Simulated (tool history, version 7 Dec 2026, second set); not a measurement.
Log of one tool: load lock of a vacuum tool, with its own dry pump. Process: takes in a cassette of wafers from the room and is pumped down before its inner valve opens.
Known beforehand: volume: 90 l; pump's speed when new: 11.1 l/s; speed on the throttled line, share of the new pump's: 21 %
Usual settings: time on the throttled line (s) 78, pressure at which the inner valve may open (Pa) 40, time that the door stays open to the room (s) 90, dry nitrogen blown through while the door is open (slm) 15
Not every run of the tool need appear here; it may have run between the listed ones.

| run | hour | time on the throttled line (s) | pressure at which the inner valve may open (Pa) | time that the door stays open to the room (s) | dry nitrogen blown through while the door is open (slm) | incoming humidity of the room's air, % | time from the closed door until the inner valve may open (s) | rise of the pressure with all valves shut (Pa/min) |
|---|---|---|---|---|---|---|---|---|
| 1 | 0.0 | 78 | 40 | 90 | 15 | 44.1 | 127.2 | 0.056 |
| 2 | 266.6 | 78 | 40 | 90 | 15 | 41.7 | 125.9 | 0.059 |
| 3 | 490.0 | 78 | 40 | 99 | 15 | 46.2 | 126.7 | 0.067 |
| 4 | 729.3 | 108 | 40 | 99 | 15 | 45.6 | 149.2 | 0.081 |
| 5 | 847.9 | 78 | 40 | 90 | 15 | 42.7 | 124.6 | 0.075 |
| 6 | 1049.2 | 78 | 40 | 30 | 15 | 46.6 | 126.1 | 0.061 |
| 7 | 1246.4 | 78 | 40 | 30 | 15 | 46.4 | 125.7 | 0.061 |
| 8 | 1467.8 | 78 | 40 | 30 | 15 | 44.0 | 125.9 | 0.070 |
| 9 | 1759.4 | 78 | 40 | 30 | 15 | 44.0 | 126.1 | 0.088 |
| 10 | 1914.1 | 78 | 40 | 90 | 15 | 44.2 | 126.3 | 0.116 |
| 11 | 2046.3 | 78 | 40 | 90 | 15 | 43.2 | 126.6 | 0.123 |
| 12 | 2202.9 | 78 | 40 | 90 | 15 | 45.4 | 124.9 | 0.129 |
| 13 | 2372.6 | 78 | 40 | 90 | 15 | 47.6 | 125.2 | 0.145 |
| 14 | 2600.5 | 78 | 40 | 90 | 15 | 45.3 | 126.5 | 0.153 |
| 15 | 2824.9 | 78 | 40 | 90 | 15 | 46.4 | 125.9 | 0.164 |
| 16 | 2990.5 | 78 | 40 | 90 | 15 | 48.1 | 128.2 | 0.176 |
| 17 | 3143.4 | 78 | 40 | 90 | 15 | 42.7 | 127.0 | 0.183 |
| 18 | 3274.7 | 78 | 40 | 90 | 15 | 46.2 | 125.9 | 0.191 |
| 19 | 3461.3 | 78 | 40 | 90 | 15 | 47.8 | 126.7 | 0.205 |
| 20 | 3643.5 | 81 | 46 | 72 | 15 | 43.6 | 128.7 | 0.207 |
| 21 | 3892.6 | 122 | 55 | 64 | 15 | 47.9 | 159.4 | 0.224 |
| 22 | 4059.0 | 64 | 38 | 90 | 13 | 44.3 | 116.4 | 0.242 |
| 23 | 4286.0 | 78 | 40 | 86 | 8 | 43.8 | 127.4 | 0.262 |
| 24 | 4495.8 | 83 | 30 | 90 | 15 | 46.1 | 133.9 | 0.280 |
| 25 | 4683.0 | 116 | 30 | 90 | 8 | 46.6 | 159.5 | 0.302 |
| 26 | 4883.9 | 78 | 40 | 59 | 15 | 45.9 | 127.6 | 0.293 |
| 27 | 5105.1 | 57 | 49 | 90 | 15 | 47.5 | 108.3 | 0.329 |
| 28 | 5289.9 | 57 | 49 | 90 | 15 | 42.7 | 108.6 | 0.338 |
| 29 | 5434.9 | 57 | 48 | 73 | 34 | 43.2 | 109.8 | 0.329 |
| 30 | 5644.4 | 57 | 48 | 73 | 34 | 46.1 | 109.3 | 0.346 |
| 31 | 5868.7 | 131 | 48 | 73 | 11 | 43.3 | 169.2 | 0.382 |
| 32 | 6081.9 | 78 | 38 | 167 | 15 | 44.0 | 126.9 | 0.442 |
| 33 | 6246.6 | 78 | 38 | 167 | 15 | 45.4 | 128.2 | 0.450 |
| 34 | 6514.4 | 78 | 47 | 28 | 15 | 42.4 | 127.1 | 0.422 |
| 35 | 6649.4 | 78 | 45 | 28 | 33 | 43.9 | 126.8 | 0.428 |
| 36 | 6782.7 | 78 | 45 | 28 | 33 | 43.0 | 128.1 | 0.446 |
| 37 | 7036.3 | 78 | 45 | 82 | 5 | 41.2 | 127.9 | 0.525 |

Predict each of these 3 candidate next runs independently; none follows another, all start after run 37:
|  | 7121.6 | door's seal changed, seat wiped |
| A | 7247.3 | 78 | 40 | 90 | 24 | 41.9 | ? | ? |
|  | 7121.6 | door's seal changed, seat wiped |
| B | 7247.3 | 78 | 42 | 90 | 15 | 45.7 | ? | ? |
|  | 7121.6 | door's seal changed, seat wiped |
| C | 7247.3 | 78 | 35 | 82 | 5 | 48.2 | ? | ? |

| run | time from the closed door until the inner valve may open (s) | rise of the pressure with all valves shut (Pa/min) |
|---|---|---|
| A | 127.8 | 0.046 |
| B | 128.4 | 0.058 |
| C | 127.5 | 0.074 |
Stripped of hidden state, with their random variation kept, the same runs would have yielded:
| run | time from the closed door until the inner valve may open (s) | rise of the pressure with all valves shut (Pa/min) |
|---|---|---|
| A | 125.5 | 0.044 |
| B | 126.1 | 0.055 |
| C | 125.2 | 0.072 |
